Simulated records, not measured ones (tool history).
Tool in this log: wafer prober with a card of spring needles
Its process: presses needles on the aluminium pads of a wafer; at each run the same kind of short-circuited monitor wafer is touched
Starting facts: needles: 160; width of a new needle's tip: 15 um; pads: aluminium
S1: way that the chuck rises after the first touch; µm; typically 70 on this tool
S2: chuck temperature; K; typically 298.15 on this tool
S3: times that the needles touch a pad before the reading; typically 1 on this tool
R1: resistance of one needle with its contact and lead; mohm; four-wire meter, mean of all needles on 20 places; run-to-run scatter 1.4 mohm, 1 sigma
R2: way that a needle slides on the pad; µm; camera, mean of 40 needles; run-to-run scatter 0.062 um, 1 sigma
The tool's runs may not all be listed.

run,hour,S1,S2,S3,R1,R2
1,0.0,70,298.15,1,125,8.93
2,5.6,70,298.15,1,122,9.04
3,15.0,70,298.15,1,123,8.99
4,21.7,70,298.15,1,126,8.95
5,29.3,72,298.15,1,123,9.18
6,38.7,81,298.15,1,119,10.55
7,43.3,70,298.15,1,123,9.06
8,53.4,70,321.15,1,130,9.05
9,58.2,70,321.15,1,129,9.01
10,66.8,70,298.15,1,126,9.09
11,75.5,70,298.15,1,124,8.94
12,82.0,70,298.15,1,124,8.98
13,91.1,70,298.15,1,122,9.00
14,96.0,70,298.15,1,122,9.01
15,103.1,70,298.15,1,124,9.02
16,108.7,70,298.15,1,122,9.01
17,113.3,84,324.15,1,128,10.74
18,118.5,77,307.15,1,125,9.77
19,124.8,77,307.15,1,124,9.82
20,131.2,70,376.15,2,133,9.00
21,137.0,53,298.15,1,127,6.87
22,143.9,55,305.15,1,126,7.05
23,150.8,55,305.15,1,128,7.08
24,157.7,55,319.15,1,133,7.16
25,164.9,54,319.15,3,130,6.96
26,171.7,54,319.15,3,130,6.94
27,176.5,58,313.15,1,130,7.43
28,185.0,71,313.15,1,127,9.02
29,191.9,71,313.15,1,127,9.07
30,198.6,67,393.15,1,136,8.60
31,206.5,67,393.15,1,139,8.56
32,210.7,74,388.15,1,133,9.48

The log once held 29 entries between its listed runs, left out of this copy. Where does each go, and what is different about the tool's unlogged condition between the listed run before it and the listed run after it?
After run 2, before run 3: tips cleaned on abrasive film (hour 7.3); tips cleaned on abrasive film (hour 14.2)
  debris on the tips, nm: 0.6 -> 0.2
After run 3, before run 4: tips cleaned on abrasive film (hour 20.9)
  no difference in the tool's unlogged condition between these two runs
After run 4, before run 5: tips cleaned on abrasive film (hour 27.9)
  no difference in the tool's unlogged condition between these two runs
After run 5, before run 6: tips cleaned on abrasive film (hour 35.1)
  debris on the tips, nm: 0.2 -> 0.4
After run 6, before run 7: tips cleaned on abrasive film (hour 42.0)
  debris on the tips, nm: 0.4 -> 0.2
After run 7, before run 8: tips cleaned on abrasive film (hour 48.8)
  debris on the tips, nm: 0.2 -> 0.5
After run 8, before run 9: tips cleaned on abrasive film (hour 56.1)
  debris on the tips, nm: 0.5 -> 0.3
After run 9, before run 10: tips cleaned on abrasive film (hour 62.9)
  debris on the tips, nm: 0.3 -> 0.5
After run 10, before run 11: tips cleaned on abrasive film (hour 70.2)
  way that the needles fall short of the set height, um: 0.02 -> 0.03
After run 11, before run 12: tips cleaned on abrasive film (hour 77.0)
  no difference in the tool's unlogged condition between these two runs
After run 12, before run 13: tips cleaned on abrasive film (hour 84.0); tips cleaned on abrasive film (hour 91.1)
  debris on the tips, nm: 0.5 -> 0
After run 14, before run 15: tips cleaned on abrasive film (hour 98.7)
  no difference in the tool's unlogged condition between these two runs
After run 15, before run 16: tips cleaned on abrasive film (hour 106.3)
  debris on the tips, nm: 0.5 -> 0.4
After run 16, before run 17: tips cleaned on abrasive film (hour 113.1)
  debris on the tips, nm: 0.4 -> 0.1
After run 18, before run 19: tips cleaned on abrasive film (hour 120.1)
  no difference in the tool's unlogged condition between these two runs
After run 19, before run 20: tips cleaned on abrasive film (hour 127.1)
  no difference in the tool's unlogged condition between these two runs
After run 20, before run 21: tips cleaned on abrasive film (hour 134.4)
  debris on the tips, nm: 0.5 -> 0.4
After run 21, before run 22: tips cleaned on abrasive film (hour 141.4)
  debris on the tips, nm: 0.4 -> 0.3
After run 22, before run 23: tips cleaned on abrasive film (hour 148.2)
  debris on the tips, nm: 0.3 -> 0.4; way that the needles fall short of the set height, um: 0.03 -> 0.04
After run 23, before run 24: tips cleaned on abrasive film (hour 155.0)
  no difference in the tool's unlogged condition between these two runs
After run 24, before run 25: tips cleaned on abrasive film (hour 161.9)
  no difference in the tool's unlogged condition between these two runs
After run 25, before run 26: tips cleaned on abrasive film (hour 169.0)
  no difference in the tool's unlogged condition between these two runs
After run 26, before run 27: tips cleaned on abrasive film (hour 176.3)
  debris on the tips, nm: 0.4 -> 0.1
After run 27, before run 28: tips cleaned on abrasive film (hour 183.4)
  debris on the tips, nm: 0.1 -> 0.3
After run 28, before run 29: tips cleaned on abrasive film (hour 190.7)
  debris on the tips, nm: 0.3 -> 0.2
After run 29, before run 30: tips cleaned on abrasive film (hour 197.9)
  debris on the tips, nm: 0.2 -> 0.1
After run 30, before run 31: tips cleaned on abrasive film (hour 204.9)
  debris on the tips, nm: 0.1 -> 0.3; tips' diameter, um: 15.01 -> 15.02

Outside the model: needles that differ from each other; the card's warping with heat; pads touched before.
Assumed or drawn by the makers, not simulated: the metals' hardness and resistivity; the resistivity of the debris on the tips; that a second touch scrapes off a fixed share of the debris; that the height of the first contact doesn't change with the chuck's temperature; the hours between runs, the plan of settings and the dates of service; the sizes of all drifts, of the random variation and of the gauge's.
